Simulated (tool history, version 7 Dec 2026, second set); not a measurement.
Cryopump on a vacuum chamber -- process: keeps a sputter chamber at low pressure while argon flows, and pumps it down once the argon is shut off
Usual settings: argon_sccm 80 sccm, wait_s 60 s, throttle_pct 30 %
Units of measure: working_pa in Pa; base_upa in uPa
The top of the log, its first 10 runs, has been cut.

run	hour	argon_sccm	wait_s	throttle_pct	hours of work since the pump was warmed up and emptied	hours of work since the cold head was overhauled	hours of work since the chamber's fittings were tightened	working_pa	base_upa
11	801.2	80	60	30	532	1195	2195	0.4622	3.47
12	917.4	80	60	30	629	1292	2292	0.4771	3.72
# hour 957.1: pump warmed up, emptied and cooled again
13	985.9	80	60	30	24	1345	2345	0.4208	3.16
14	1068.9	80	60	30	93	1414	2414	0.4243	3.26
15	1161.3	80	60	30	170	1491	2491	0.4306	3.38
16	1246.9	80	60	30	241	1562	2562	0.4392	3.45
17	1348.9	80	60	30	326	1647	2647	0.4449	3.49
18	1460.2	80	93	30	419	1740	2739	0.4524	3
19	1554.5	80	93	17	497	1818	2818	0.7853	3.27
20	1606.3	80	288	54	540	1862	2861	0.2801	2.62
21	1707.7	58	267	30	625	1946	2945	0.3476	2.79
# hour 1754.9: pump warmed up, emptied and cooled again
22	1797.7	99	267	30	36	2017	3016	0.5202	2.03
23	1877.6	99	267	30	102	2083	3083	0.5275	2.19
24	1938.4	99	267	30	153	2134	3133	0.5314	2.24
25	2020.5	99	267	30	221	2202	3202	0.5386	2.3
26	2113.2	80	29	34	298	2279	3279	0.3927	5.78
27	2201.4	80	29	34	372	2353	3352	0.3987	6.01
28	2284.7	55	163	57	441	2422	3422	0.1789	3
29	2400.5	71	60	30	537	2518	3518	0.414	4.39
30	2469.3	103	137	33	595	2576	3575	0.5635	3.46
31	2542.5	124	38	19	656	2637	3636	1.1293	5.79
# hour 2559.2: pump warmed up, emptied and cooled again
# hour 2668.9: leaking fittings of the chamber tightened, without venting
32	2673.6	124	38	20	94	2740	4	0.9857	3.2
33	2766.7	104	38	31	171	2817	81	0.5423	3.21

Alternative continuations, all from the tool just after run 33; predict every row:
A	2870.7	104	71	31	258	2904	168	?	?
B	2870.7	157	38	31	258	2904	168	?	?
C	2870.7	104	54	15	258	2904	168	?	?
D	2870.7	104	141	31	258	2904	168	?	?
E	2870.7	79	90	26	258	2904	168	?	?

run	working_pa	base_upa
A	0.5533	1.98
B	0.8389	3.45
C	1.1058	2.45
D	0.5481	1.26
E	0.4978	1.68
With the hidden condition removed and each run's random variation left untouched, the same runs would have given:
run	working_pa	base_upa
A	0.5265	1.82
B	0.7982	3.28
C	1.0793	2.29
D	0.5215	1.09
E	0.4774	1.52

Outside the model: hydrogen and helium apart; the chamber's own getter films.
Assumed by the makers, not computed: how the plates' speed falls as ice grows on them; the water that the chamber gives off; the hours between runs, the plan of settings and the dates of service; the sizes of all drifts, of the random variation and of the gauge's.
